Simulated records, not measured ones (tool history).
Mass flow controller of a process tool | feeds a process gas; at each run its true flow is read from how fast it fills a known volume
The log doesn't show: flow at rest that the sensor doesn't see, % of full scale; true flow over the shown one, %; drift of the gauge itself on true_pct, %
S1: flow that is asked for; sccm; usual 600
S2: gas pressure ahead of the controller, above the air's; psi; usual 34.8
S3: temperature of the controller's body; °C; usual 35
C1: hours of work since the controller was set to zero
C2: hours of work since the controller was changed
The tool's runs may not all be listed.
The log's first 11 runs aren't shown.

Run 12, hour 2729.8: usual settings but S2 33.8 psi; C1 2672; C2 2672. Result: true flow (%) 100.97.
Run 13, hour 3023.6: usual settings but S2 33.8 psi; C1 2792; C2 2792. Result: true flow (%) 101.08.
Run 14, hour 3388.0: usual settings but S2 33.8 psi, S3 21 °C; C1 2940; C2 2940. Result: true flow (%) 101.94.
Run 15, hour 3757.2: usual settings but S2 22.8 psi; C1 3091; C2 3091. Result: true flow (%) 100.86.
Run 16, hour 3991.1: usual settings but S1 234 sccm, S2 22.8 psi; C1 3186; C2 3186. Result: true flow (%) 101.08.
Run 17, hour 4251.4: usual settings but S1 234 sccm, S2 22.8 psi; C1 3292; C2 3292. Result: true flow (%) 101.04.
Run 18, hour 4505.0: usual settings but S2 24.7 psi; C1 3396; C2 3396. Result: true flow (%) 101.32.
Run 19, hour 4680.9: usual settings but S2 23.4 psi; C1 3468; C2 3468. Result: true flow (%) 101.22.
Run 20, hour 4993.3: usual settings but S2 23.4 psi, S3 36 °C; C1 3595; C2 3595. Result: true flow (%) 101.34.
Run 21, hour 5293.5: usual settings but S2 23.4 psi, S3 36 °C; C1 3718; C2 3718. Result: true flow (%) 101.41.
Run 22, hour 5585.9: usual settings but S2 23.4 psi, S3 36 °C; C1 3837; C2 3837. Result: true flow (%) 101.46.
Run 23, hour 5956.6: usual settings but S2 23.4 psi, S3 36 °C; C1 3988; C2 3988. Result: true flow (%) 101.59.
Run 24, hour 6304.5: usual settings but S1 521 sccm, S2 39.2 psi, S3 36 °C; C1 4130; C2 4130. Result: true flow (%) 102.16.
Run 25, hour 6476.8: usual settings but S1 509 sccm, S2 33.8 psi, S3 25 °C; C1 4200; C2 4200. Result: true flow (%) 102.74.
Run 26, hour 6703.4: usual settings but S1 509 sccm, S2 33.8 psi, S3 25 °C; C1 4293; C2 4293. Result: true flow (%) 102.96.
Run 27, hour 6977.3: usual settings but S1 216 sccm, S2 22.5 psi, S3 22 °C; C1 4405; C2 4405. Result: true flow (%) 103.06.
Run 28, hour 7256.6: usual settings but S2 28.7 psi, S3 26 °C; C1 4519; C2 4519. Result: true flow (%) 102.86.
Run 29, hour 7448.0: usual settings but S2 28.7 psi, S3 26 °C; C1 4597; C2 4597. Result: true flow (%) 102.75.
Run 30, hour 7759.4: usual settings but S1 189 sccm, S2 37.1 psi, S3 36 °C; C1 4724; C2 4724. Result: true flow (%) 103.29.
Run 31, hour 8024.2: usual settings but S1 189 sccm, S2 37.1 psi, S3 36 °C; C1 4832; C2 4832. Result: true flow (%) 103.39.
Run 32, hour 8405.9: usual settings but S1 189 sccm, S2 37.1 psi, S3 36 °C; C1 4987; C2 4987. Result: true flow (%) 103.59.
Run 33, hour 8697.9: usual settings but S1 189 sccm, S2 37.1 psi, S3 36 °C; C1 5107; C2 5107. Result: true flow (%) 103.71.

Forecast each of these 3 alternatives for the next run:
Run A, hour 8938.7: usual settings but S2 27.0 psi; C1 5205; C2 5205. Result: true flow (%) ?.
Run B, hour 8938.7: usual settings but S1 616 sccm, S2 33.1 psi, S3 33 °C; C1 5205; C2 5205. Result: true flow (%) ?.
Run C, hour 8938.7: usual settings but S1 100 sccm, S2 33.9 psi, S3 31 °C; C1 5205; C2 5205. Result: true flow (%) ?.

run  true flow (%)
  A         102.80
  B         103.14
  C         105.35
Without the tool's hidden state the same runs would have given:
run  true flow (%)
  A          98.86
  B          99.21
  C          98.76

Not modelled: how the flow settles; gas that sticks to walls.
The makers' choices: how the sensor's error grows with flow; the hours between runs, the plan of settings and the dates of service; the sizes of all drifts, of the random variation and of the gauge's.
